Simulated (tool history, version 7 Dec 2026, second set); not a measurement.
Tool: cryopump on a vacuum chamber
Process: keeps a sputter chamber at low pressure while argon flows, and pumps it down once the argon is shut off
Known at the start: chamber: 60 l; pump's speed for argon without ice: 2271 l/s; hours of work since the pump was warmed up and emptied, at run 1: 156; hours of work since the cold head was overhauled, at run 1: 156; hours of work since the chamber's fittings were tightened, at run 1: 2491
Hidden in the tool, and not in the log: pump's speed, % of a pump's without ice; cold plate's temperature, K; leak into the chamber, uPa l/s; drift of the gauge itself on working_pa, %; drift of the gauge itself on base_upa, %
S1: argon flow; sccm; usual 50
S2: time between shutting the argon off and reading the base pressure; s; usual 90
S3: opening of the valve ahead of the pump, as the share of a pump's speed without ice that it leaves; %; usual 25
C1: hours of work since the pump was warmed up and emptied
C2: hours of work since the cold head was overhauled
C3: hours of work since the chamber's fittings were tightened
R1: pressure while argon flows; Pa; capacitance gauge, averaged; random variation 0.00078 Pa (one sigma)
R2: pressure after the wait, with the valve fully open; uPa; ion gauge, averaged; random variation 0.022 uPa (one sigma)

run	day	S1	S2	S3	C1	C2	C3	R1	R2
1	0.000	50	90	25	156	156	2491	0.1515	1.30
2	0.596	50	90	25	166	166	2500	0.1520	1.26
3	1.604	50	52	25	182	182	2516	0.1514	1.58
4	2.221	50	52	25	192	192	2526	0.1522	1.60
5	2.933	50	42	25	203	203	2538	0.1526	1.82
6	3.529	31	90	25	213	213	2547	0.0949	1.28
7	4.458	31	94	25	228	228	2562	0.0943	1.31
8	5.638	31	128	25	246	246	2581	0.0948	1.21
9	6.862	50	35	25	266	266	2601	0.1543	2.02
10	7.567	50	90	25	277	277	2612	0.1530	1.42
11	8.617	50	90	21	294	294	2629	0.1823	1.41
12	9.783	50	90	21	313	313	2648	0.1815	1.43
13	10.450	20	90	21	324	324	2658	0.0735	1.39
14	11.125	20	90	21	334	334	2669	0.0727	1.41
15	12.121	20	90	21	350	350	2685	0.0738	1.48
16	13.362	46	90	25	370	370	2705	0.1423	1.44
17	14.742	46	90	25	392	392	2727	0.1430	1.41
18	15.667	46	21	29	407	407	2742	0.1246	2.88
# day 16.329: pump warmed up, emptied and cooled again
19	16.850	21	21	22	8	423	2757	0.0711	2.71
20	17.488	21	37	17	19	433	2768	0.0930	1.91
21	18.383	28	90	22	33	447	2782	0.0959	1.35
22	19.571	41	84	37	52	467	2801	0.0832	1.39
23	20.888	41	84	37	73	488	2822	0.0839	1.37
24	22.271	41	84	37	95	510	2844	0.0834	1.41
25	23.133	100	90	25	109	524	2858	0.3001	1.40
26	24.112	23	201	25	125	539	2874	0.0693	1.20
27	25.071	23	201	25	140	555	2889	0.0687	1.16
28	26.212	20	201	25	158	573	2908	0.0613	1.17
29	27.038	20	201	32	172	586	2921	0.0480	1.15
30	28.275	20	201	32	192	606	2941	0.0473	1.21
31	29.342	50	221	39	209	623	2958	0.0980	1.21
32	30.079	50	221	39	220	635	2970	0.0993	1.27
33	30.904	50	221	39	234	648	2983	0.0996	1.23
34	31.817	50	221	39	248	663	2997	0.1008	1.23

3 ways to go on from here, each from the tool as it stands after run 34. What would each give?
A	32.904	50	217	24	266	680	3015	?	?
B	32.904	66	90	16	266	680	3015	?	?
C	32.904	76	90	25	266	680	3015	?	?

run	R1	R2
A	0.1588	1.25
B	0.3119	1.50
C	0.2334	1.47
Without the tool's hidden state the same runs would have given:
run	R1	R2
A	0.1547	0.30
B	0.3065	0.54
C	0.2272	0.52
